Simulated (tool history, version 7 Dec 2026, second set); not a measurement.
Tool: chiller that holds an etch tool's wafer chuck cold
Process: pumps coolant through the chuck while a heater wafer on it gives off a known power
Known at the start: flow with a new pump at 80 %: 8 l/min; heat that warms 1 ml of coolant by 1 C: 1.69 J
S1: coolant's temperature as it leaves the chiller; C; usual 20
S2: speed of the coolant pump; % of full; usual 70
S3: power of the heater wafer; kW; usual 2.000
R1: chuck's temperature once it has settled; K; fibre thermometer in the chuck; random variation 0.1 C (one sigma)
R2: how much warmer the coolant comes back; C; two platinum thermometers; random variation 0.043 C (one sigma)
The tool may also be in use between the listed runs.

{"run": 1, "hour": 0.0, "S1": 20, "S2": 70, "S3": 2.0, "R1": 310.45, "R2": 10.23}
{"run": 2, "hour": 82.6, "S1": 20, "S2": 70, "S3": 2.0, "R1": 310.45, "R2": 10.17}
{"run": 3, "hour": 179.7, "S1": 20, "S2": 95, "S3": 2.0, "R1": 306.55, "R2": 7.51}
{"run": 4, "hour": 281.7, "S1": 20, "S2": 95, "S3": 2.0, "R1": 306.55, "R2": 7.55}
{"run": 5, "hour": 341.3, "S1": 20, "S2": 95, "S3": 2.0, "R1": 306.55, "R2": 7.54}
{"run": 6, "hour": 388.9, "S1": 20, "S2": 70, "S3": 2.0, "R1": 310.25, "R2": 10.27}
{"run": 7, "hour": 474.2, "S1": 20, "S2": 70, "S3": 2.0, "R1": 310.45, "R2": 10.28}
{"run": 8, "hour": 526.3, "S1": 20, "S2": 61, "S3": 2.0, "R1": 312.25, "R2": 11.85}
{"run": 9, "hour": 642.4, "S1": 20, "S2": 74, "S3": 2.0, "R1": 309.45, "R2": 9.71}
{"run": 10, "hour": 708.5, "S1": 20, "S2": 74, "S3": 2.183, "R1": 310.75, "R2": 10.56}
{"run": 11, "hour": 778.4, "S1": 20, "S2": 74, "S3": 2.183, "R1": 311.15, "R2": 10.62}
{"run": 12, "hour": 893.7, "S1": 20, "S2": 74, "S3": 2.183, "R1": 310.95, "R2": 10.66}
{"run": 13, "hour": 955.4, "S1": 20, "S2": 74, "S3": 2.183, "R1": 311.05, "R2": 10.62}
{"run": 14, "hour": 1057.3, "S1": 25, "S2": 70, "S3": 2.0, "R1": 315.25, "R2": 10.51}
{"run": 15, "hour": 1147.3, "S1": 20, "S2": 70, "S3": 2.0, "R1": 310.45, "R2": 10.37}
{"run": 16, "hour": 1249.6, "S1": 20, "S2": 70, "S3": 1.141, "R1": 302.85, "R2": 6.02}
{"run": 17, "hour": 1354.5, "S1": 14, "S2": 62, "S3": 2.8, "R1": 313.65, "R2": 16.5}
{"run": 18, "hour": 1454.1, "S1": 14, "S2": 62, "S3": 2.965, "R1": 315.35, "R2": 17.41}
{"run": 19, "hour": 1527.4, "S1": 26, "S2": 70, "S3": 2.965, "R1": 324.55, "R2": 15.3}
{"run": 20, "hour": 1585.9, "S1": 26, "S2": 90, "S3": 2.965, "R1": 319.55, "R2": 11.97}
{"run": 21, "hour": 1670.2, "S1": 16, "S2": 90, "S3": 1.559, "R1": 300.05, "R2": 6.41}
{"run": 22, "hour": 1787.0, "S1": 27, "S2": 75, "S3": 2.0, "R1": 316.25, "R2": 9.84}
{"hour": 1855.5, "done": "coolant changed, channels flushed"}
{"run": 23, "hour": 1855.5, "S1": 20, "S2": 70, "S3": 1.306, "R1": 304.15, "R2": 6.92}
{"hour": 1890.3, "done": "chiller's thermometer calibrated"}
{"run": 24, "hour": 1920.0, "S1": 11, "S2": 84, "S3": 2.172, "R1": 300.15, "R2": 9.51}
{"hour": 1969.7, "done": "coolant pump overhauled"}
{"run": 25, "hour": 1979.6, "S1": 11, "S2": 84, "S3": 2.172, "R1": 299.95, "R2": 9.5}
{"run": 26, "hour": 2079.5, "S1": 13, "S2": 84, "S3": 2.592, "R1": 305.25, "R2": 11.2}
{"run": 27, "hour": 2137.9, "S1": 13, "S2": 93, "S3": 2.67, "R1": 304.15, "R2": 10.56}
{"run": 28, "hour": 2193.8, "S1": 26, "S2": 70, "S3": 2.67, "R1": 321.95, "R2": 13.95}
{"run": 29, "hour": 2257.5, "S1": 20, "S2": 98, "S3": 1.11, "R1": 300.25, "R2": 4.43}
{"run": 30, "hour": 2320.6, "S1": 14, "S2": 64, "S3": 1.1, "R1": 297.15, "R2": 6.55}
{"run": 31, "hour": 2396.6, "S1": 14, "S2": 75, "S3": 1.422, "R1": 298.65, "R2": 7.07}
{"run": 32, "hour": 2489.8, "S1": 14, "S2": 74, "S3": 2.501, "R1": 307.45, "R2": 12.5}

4 ways to go on from here, each from the tool as it stands after run 32. What would each give?
{"run": "A", "hour": 2575.1, "S1": 22, "S2": 84, "S3": 2.0, "R1": "?", "R2": "?"}
{"run": "B", "hour": 2575.1, "S1": 17, "S2": 73, "S3": 1.009, "R1": "?", "R2": "?"}
{"run": "C", "hour": 2575.1, "S1": 12, "S2": 70, "S3": 2.0, "R1": "?", "R2": "?"}
{"run": "D", "hour": 2575.1, "S1": 20, "S2": 92, "S3": 1.063, "R1": "?", "R2": "?"}

run=A R1=309.95 R2=8.86
run=B R1=298.45 R2=5.35
run=C R1=302.25 R2=10.66
run=D R1=300.15 R2=4.49
Without the tool's hidden state the same runs would have given:
run=A R1=309.95 R2=8.42
run=B R1=298.45 R2=4.91
run=C R1=302.25 R2=10.22
run=D R1=300.15 R2=4.06
